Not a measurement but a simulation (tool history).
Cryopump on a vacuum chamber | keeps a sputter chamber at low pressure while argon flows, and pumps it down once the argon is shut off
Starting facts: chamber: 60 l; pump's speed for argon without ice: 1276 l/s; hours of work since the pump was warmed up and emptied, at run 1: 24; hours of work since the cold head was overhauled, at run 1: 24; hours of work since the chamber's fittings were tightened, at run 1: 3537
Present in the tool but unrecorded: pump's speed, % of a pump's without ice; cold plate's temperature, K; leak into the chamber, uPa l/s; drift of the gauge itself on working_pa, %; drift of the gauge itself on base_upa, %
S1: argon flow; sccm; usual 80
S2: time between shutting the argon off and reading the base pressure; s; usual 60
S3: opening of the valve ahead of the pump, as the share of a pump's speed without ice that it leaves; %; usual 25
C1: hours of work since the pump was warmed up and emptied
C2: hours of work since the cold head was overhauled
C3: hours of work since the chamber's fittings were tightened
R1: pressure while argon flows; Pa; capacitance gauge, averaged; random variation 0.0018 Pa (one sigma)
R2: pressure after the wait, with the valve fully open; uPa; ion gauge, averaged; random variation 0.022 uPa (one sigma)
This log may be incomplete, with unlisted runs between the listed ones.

run  hour   S1  S2  S3  C1  C2    C3      R1    R2
  1     0   80  60  25  24  24  3537  0.4251  3.51
  2   6.8   80  60  25  28  28  3541  0.4254  3.45
  3    17   80  60  25  33  33  3546  0.4274  3.53
  4    26   80  60  25  38  38  3551  0.4279  3.53
  5  39.7   80  60  22  46  46  3559  0.4833  3.48
  6  50.4  146  60  22  51  51  3565  0.8915   3.4

Estimate the outcome of run 7 from the log above:
  7    57  146  60  22  55  55  3568   ?   ?

R1: 0.8879 Pa
R2: 3.57 uPa
If the tool had no hidden condition, the same run with the same run-to-run variation would have returned R1 0.8809 Pa, R2 0.68 uPa.

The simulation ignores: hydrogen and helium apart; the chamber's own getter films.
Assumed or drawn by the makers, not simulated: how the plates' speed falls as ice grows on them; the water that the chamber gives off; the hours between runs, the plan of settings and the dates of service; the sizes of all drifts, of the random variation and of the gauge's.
